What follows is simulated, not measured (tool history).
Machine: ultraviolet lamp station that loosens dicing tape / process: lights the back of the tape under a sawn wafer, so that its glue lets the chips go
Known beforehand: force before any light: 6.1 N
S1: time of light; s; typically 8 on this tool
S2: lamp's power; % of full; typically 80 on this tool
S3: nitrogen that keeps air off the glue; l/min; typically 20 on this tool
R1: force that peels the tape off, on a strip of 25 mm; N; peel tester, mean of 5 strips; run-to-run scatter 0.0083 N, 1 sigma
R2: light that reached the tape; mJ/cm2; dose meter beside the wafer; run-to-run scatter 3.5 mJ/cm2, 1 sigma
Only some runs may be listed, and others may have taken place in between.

run	hour	S1	S2	S3	R1	R2
1	0.0	8	80	20	0.333	575
2	38.2	8	80	25	0.292	576
3	69.5	8	80	20	0.330	576
4	97.7	8	71	20	0.443	508
5	125.5	8	64	20	0.529	461
6	184.5	8	64	20	0.539	458
7	223.6	8	80	17	0.354	576
8	275.4	8	80	17	0.355	573
9	331.3	8	80	17	0.371	574
10	360.7	8	80	20	0.332	574
11	396.3	8	80	20	0.341	575
12	436.7	8	80	20	0.337	576
13	476.4	8	80	20	0.323	574
14	520.2	8	80	20	0.333	574
15	551.4	8	80	20	0.346	572
16	597.5	8	80	12	0.449	573
# hour 615.9: window cleaned of glue's vapour
17	653.0	8	83	20	0.286	595
18	701.4	8	80	24	0.296	580
19	731.7	8	80	24	0.300	576
20	764.3	12	80	20	0.154	859
21	821.9	12	80	20	0.151	863
22	866.5	12	84	11	0.187	914
23	916.1	16	80	20	0.119	1138
24	973.5	13	97	20	0.118	1132
25	1037.6	4	62	37	1.487	227
26	1066.9	4	63	7	2.434	225
27	1133.7	4	63	7	2.328	222
28	1178.3	4	63	7	2.319	225
# hour 1209.0: lamp changed
29	1225.4	10	87	20	0.176	779
30	1286.2	13	93	20	0.125	1098
31	1335.8	7	71	20	0.565	448
32	1373.4	7	61	13	0.935	388
33	1437.1	7	61	13	0.961	378
34	1496.1	7	61	13	0.954	384
35	1532.3	7	61	13	0.953	385
36	1591.7	7	61	13	0.933	388
37	1646.3	5	80	20	0.901	360
38	1695.3	9	82	20	0.247	662
39	1743.5	9	82	20	0.249	669

Selected run-to-run steps in R2, each split into two signed amounts: the part the tool would show with no hidden state at all (from settings, incoming material and random variation), and the remainder, which goes to the hidden state together with any gauge scatter not common to the measured and the hidden-state-free results:
Unlogged tool condition in this case: lamp's light, % of a new lamp's; light that the window lets through, % of a clean one's; drift of the gauge itself on peel_n, %; drift of the gauge itself on dose_mj_cm2, %.
Run 2 -> 3: S3 25 -> 20. R2 +0 mJ/cm2: hidden state -1, all else +1.
Run 3 -> 4: S2 80 -> 71. R2 -68 mJ/cm2: hidden state +1, all else -69.
Run 24 -> 25: S1 13 -> 4, S2 97 -> 62, S3 20 -> 37. R2 -905 mJ/cm2: hidden state +3, all else -908.
Run 28 -> 29: S1 4 -> 10, S2 63 -> 87, S3 7 -> 20, lamp changed. R2 +554 mJ/cm2: hidden state +0, all else +554.
Run 30 -> 31: S1 13 -> 7, S2 93 -> 71. R2 -650 mJ/cm2: hidden state +0, all else -650.
